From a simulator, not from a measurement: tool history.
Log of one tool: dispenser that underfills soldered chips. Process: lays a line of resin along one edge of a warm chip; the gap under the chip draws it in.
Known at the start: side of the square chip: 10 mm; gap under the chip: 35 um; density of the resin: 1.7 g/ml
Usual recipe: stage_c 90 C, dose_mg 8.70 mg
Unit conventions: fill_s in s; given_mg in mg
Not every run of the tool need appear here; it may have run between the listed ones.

{"run": 1, "hour": 0.0, "stage_c": 90, "dose_mg": 8.7, "fill_s": 56.2, "given_mg": 8.53}
{"hour": 4.4, "done": "new syringe of resin"}
{"run": 2, "hour": 4.7, "stage_c": 90, "dose_mg": 8.7, "fill_s": 49.1, "given_mg": 8.47}
{"run": 3, "hour": 8.7, "stage_c": 90, "dose_mg": 8.7, "fill_s": 56.8, "given_mg": 8.51}
{"run": 4, "hour": 12.5, "stage_c": 90, "dose_mg": 8.7, "fill_s": 66.2, "given_mg": 8.53}
{"hour": 13.1, "done": "new syringe of resin"}
{"run": 5, "hour": 15.0, "stage_c": 90, "dose_mg": 8.7, "fill_s": 52.5, "given_mg": 8.47}
{"hour": 17.8, "done": "dispensing valve cleaned and set on the balance"}
{"run": 6, "hour": 20.0, "stage_c": 90, "dose_mg": 8.7, "fill_s": 60.4, "given_mg": 8.73}
{"hour": 22.5, "done": "new syringe of resin"}
{"run": 7, "hour": 22.6, "stage_c": 90, "dose_mg": 8.7, "fill_s": 46.9, "given_mg": 8.69}
{"run": 8, "hour": 25.0, "stage_c": 90, "dose_mg": 8.96, "fill_s": 52.7, "given_mg": 8.97}
{"run": 9, "hour": 27.0, "stage_c": 90, "dose_mg": 8.96, "fill_s": 56.0, "given_mg": 8.96}
{"run": 10, "hour": 30.2, "stage_c": 90, "dose_mg": 8.96, "fill_s": 61.9, "given_mg": 8.98}
{"hour": 31.2, "done": "new syringe of resin"}
{"run": 11, "hour": 33.8, "stage_c": 90, "dose_mg": 8.7, "fill_s": 52.7, "given_mg": 8.71}
{"run": 12, "hour": 36.5, "stage_c": 90, "dose_mg": 8.7, "fill_s": 57.6, "given_mg": 8.74}
{"run": 13, "hour": 39.0, "stage_c": 90, "dose_mg": 8.7, "fill_s": 64.1, "given_mg": 8.72}
{"hour": 39.6, "done": "new syringe of resin"}
{"run": 14, "hour": 42.5, "stage_c": 90, "dose_mg": 8.7, "fill_s": 54.5, "given_mg": 8.67}
{"run": 15, "hour": 44.3, "stage_c": 90, "dose_mg": 8.7, "fill_s": 58.3, "given_mg": 8.73}
{"hour": 48.2, "done": "new syringe of resin"}
{"run": 16, "hour": 48.3, "stage_c": 90, "dose_mg": 8.7, "fill_s": 47.6, "given_mg": 8.64}
{"run": 17, "hour": 51.0, "stage_c": 90, "dose_mg": 8.7, "fill_s": 51.9, "given_mg": 8.72}
{"run": 18, "hour": 54.1, "stage_c": 90, "dose_mg": 8.7, "fill_s": 59.7, "given_mg": 8.67}
{"hour": 56.6, "done": "new syringe of resin"}
{"run": 19, "hour": 56.8, "stage_c": 90, "dose_mg": 8.7, "fill_s": 48.9, "given_mg": 8.61}
{"run": 20, "hour": 60.5, "stage_c": 88, "dose_mg": 10.41, "fill_s": 57.9, "given_mg": 10.3}
{"run": 21, "hour": 64.4, "stage_c": 89, "dose_mg": 8.1, "fill_s": 68.1, "given_mg": 8.1}
{"hour": 65.2, "done": "new syringe of resin"}
{"run": 22, "hour": 67.4, "stage_c": 90, "dose_mg": 10.04, "fill_s": 50.0, "given_mg": 9.92}
{"run": 23, "hour": 69.7, "stage_c": 90, "dose_mg": 9.41, "fill_s": 54.6, "given_mg": 9.31}
{"hour": 73.8, "done": "new syringe of resin"}
{"run": 24, "hour": 74.2, "stage_c": 85, "dose_mg": 10.55, "fill_s": 57.9, "given_mg": 10.43}
{"run": 25, "hour": 76.5, "stage_c": 90, "dose_mg": 7.79, "fill_s": 55.2, "given_mg": 7.71}
{"run": 26, "hour": 79.8, "stage_c": 77, "dose_mg": 7.79, "fill_s": 102.7, "given_mg": 7.72}
{"hour": 82.3, "done": "new syringe of resin"}
{"run": 27, "hour": 82.3, "stage_c": 77, "dose_mg": 7.79, "fill_s": 80.3, "given_mg": 7.66}
{"run": 28, "hour": 86.7, "stage_c": 97, "dose_mg": 9.76, "fill_s": 42.9, "given_mg": 9.6}
{"hour": 90.8, "done": "new syringe of resin"}
{"run": 29, "hour": 91.5, "stage_c": 77, "dose_mg": 8.89, "fill_s": 82.0, "given_mg": 8.77}
{"run": 30, "hour": 94.8, "stage_c": 77, "dose_mg": 8.89, "fill_s": 91.3, "given_mg": 8.74}

Run 31, settings as shown, results not yet in. Your forecast:
{"run": 31, "hour": 98.4, "stage_c": 77, "dose_mg": 8.89, "fill_s": "?", "given_mg": "?"}

Logged for run 31: fill_s 103.9 s, given_mg 8.77 mg.
With the hidden condition absent and the run-to-run variation left alone, this run would have shown fill_s 78.8 s, given_mg 8.94 mg.
